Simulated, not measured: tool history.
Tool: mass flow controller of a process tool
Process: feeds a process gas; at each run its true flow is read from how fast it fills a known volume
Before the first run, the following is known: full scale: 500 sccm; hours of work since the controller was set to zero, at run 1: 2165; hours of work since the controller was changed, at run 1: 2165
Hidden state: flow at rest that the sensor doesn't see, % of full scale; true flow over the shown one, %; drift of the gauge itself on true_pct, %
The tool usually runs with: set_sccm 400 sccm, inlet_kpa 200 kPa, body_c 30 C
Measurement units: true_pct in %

run    hour  set_sccm  inlet_kpa  body_c  hours of work since the controller was set to zero  hours of work since the controller was changed  true_pct
  1     0.0       400        200      30                                                2165                                            2165    101.21
  2   267.4       400        200      30                                                2310                                            2310    101.20
  3   599.7       400        200      30                                                2490                                            2490    101.15
  4   813.3       400        200      30                                                2606                                            2606    101.27
  5  1089.3       400        200      30                                                2756                                            2756    101.24
  6  1398.1       400        223      30                                                2923                                            2923    101.19
  7  1585.7       400        200      30                                                3025                                            3025    101.35
  8  1854.5       400        200      30                                                3171                                            3171    101.31
  9  2214.1       167        144      30                                                3366                                            3366    100.20
 10  2440.2       187        189      22                                                3489                                            3489     99.38
 11  2758.9       132        248      30                                                3662                                            3662     98.97
 12  3036.1       115        172      30                                                3812                                            3812     98.89
 13  3380.8       115        172      30                                                3999                                            3999     98.87
 14  3555.1       115        172      31                                                4093                                            4093     98.80

Selected run-to-run steps in true_pct, each split into two signed amounts: the part the tool would show with no hidden state at all (from settings, incoming material and random variation), and the remainder, which goes to the hidden state together with any gauge scatter not common to the measured and the hidden-state-free results:
Run 8 -> 9: set_sccm 400 -> 167, inlet_kpa 200 -> 144. true_pct -1.11 %: hidden state -1.20, all else +0.09.
